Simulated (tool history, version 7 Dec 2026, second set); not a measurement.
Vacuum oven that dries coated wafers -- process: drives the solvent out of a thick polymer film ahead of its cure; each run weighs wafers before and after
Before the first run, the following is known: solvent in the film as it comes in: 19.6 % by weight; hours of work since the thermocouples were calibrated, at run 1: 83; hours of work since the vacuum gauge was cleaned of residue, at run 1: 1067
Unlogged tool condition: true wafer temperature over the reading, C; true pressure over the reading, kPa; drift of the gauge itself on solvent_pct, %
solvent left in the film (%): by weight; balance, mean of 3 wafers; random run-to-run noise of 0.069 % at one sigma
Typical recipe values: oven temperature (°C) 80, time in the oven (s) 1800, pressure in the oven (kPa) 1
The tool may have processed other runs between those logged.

run    hour  oven temperature (°C)  time in the oven (s)  pressure in the oven (kPa)  hours of work since the thermocouples were calibrated  hours of work since the vacuum gauge was cleaned of residue  solvent left in the film (%)
  1       0                     80                  1800                           1                                                     83                                                         1067                          5.54
  2    66.2                     80                  1800                           1                                                    114                                                         1098                          5.44
  3   132.3                     80                  1800                           1                                                    144                                                         1128                           5.4
  4   180.5                     80                  1800                           1                                                    166                                                         1150                          5.53
  5   235.2                     80                  1800                           1                                                    191                                                         1176                          5.76
  6   319.3                     80                  1800                           1                                                    230                                                         1214                          5.68
  7   374.3                     80                  1800                           1                                                    256                                                         1240                          5.62
  8   428.2                     80                  1800                           1                                                    280                                                         1265                          5.77
  9   513.3                     80                  1800                           1                                                    320                                                         1304                          5.72
      560.6  -- vacuum gauge cleaned of residue and calibrated
 10   568.8                     80                  1080                           1                                                    345                                                            4                          7.84
 11   613.7                     80                  1080                           1                                                    365                                                           24                          7.92
 12   697.6                     80                  1080                           1                                                    404                                                           63                          7.79
 13   744.4                     80                  1800                           1                                                    426                                                           85                          5.14
 14   784.6                     80                  1800                           1                                                    444                                                          103                          5.23
 15   835.6                     80                  1800                           1                                                    468                                                          127                          5.16
 16   878.7                     80                  1800                           1                                                    487                                                          147                          5.17
 17   921.6                     80                  1800                        2.36                                                    507                                                          166                           6.6
 18   989.4                     80                  1800                        2.36                                                    538                                                          198                           6.7
 19  1072.8                     74                  1800                           1                                                    577                                                          236                          7.91
 20  1118.8                     74                  1800                           1                                                    598                                                          257                          7.89
 21    1183                     82                  3120                        0.61                                                    628                                                          287                          2.01
 22  1260.1                     82                  3120                        0.61                                                    663                                                          322                          2.06
 23  1299.4                     82                  2580                        0.93                                                    681                                                          341                          2.99
 24  1334.3                     91                  1560                        0.93                                                    697                                                          357                          2.24
 25  1413.1                     91                  1560                        0.93                                                    734                                                          393                          2.23
 26  1449.3                     77                  2100                        0.55                                                    750                                                          410                          5.54
 27  1514.3                     90                  1140                        0.76                                                    780                                                          440                          3.63
 28    1554                     86                  1140                        0.61                                                    799                                                          458                          5.16
 29  1620.3                     79                  1140                        0.94                                                    829                                                          489                          8.46
 30  1693.1                     75                  1800                        0.75                                                    863                                                          522                          7.62
 31  1760.1                     75                  1800                        0.75                                                    894                                                          553                          7.71
 32  1829.7                     80                  3060                        1.18                                                    926                                                          585                          3.64
 33  1881.4                     80                  2460                        2.21                                                    950                                                          609                          5.83
 34  1932.9                     80                  1380                           1                                                    973                                                          633                           7.2
 35  1983.4                     80                  1380                        0.62                                                    997                                                          656                          6.97
 36    2047                     69                  1020                        1.89                                                   1026                                                          685                         13.78
 37  2086.2                     80                  1560                        2.88                                                   1044                                                          703                          8.52

Results for each run, recomputed without the tool's hidden state and with each run's random variation untouched:
run  solvent left in the film (%)
  1                           4.9
  2                          4.79
  3                          4.72
  4                          4.81
  5                             5
  6                          4.88
  7                          4.81
  8                          4.91
  9                          4.83
 10                          7.58
 11                          7.64
 12                          7.48
 13                           4.8
 14                          4.87
 15                          4.78
 16                          4.77
 17                          6.15
 18                          6.21
 19                          7.36
 20                          7.32
 21                          1.63
 22                          1.64
 23                          2.48
 24                          1.84
 25                          1.81
 26                          4.79
 27                          3.04
 28                          4.46
 29                          7.69
 30                          6.73
 31                          6.78
 32                          2.83
 33                          4.89
 34                          6.24
 35                          5.98
 36                         12.97
 37                          7.43
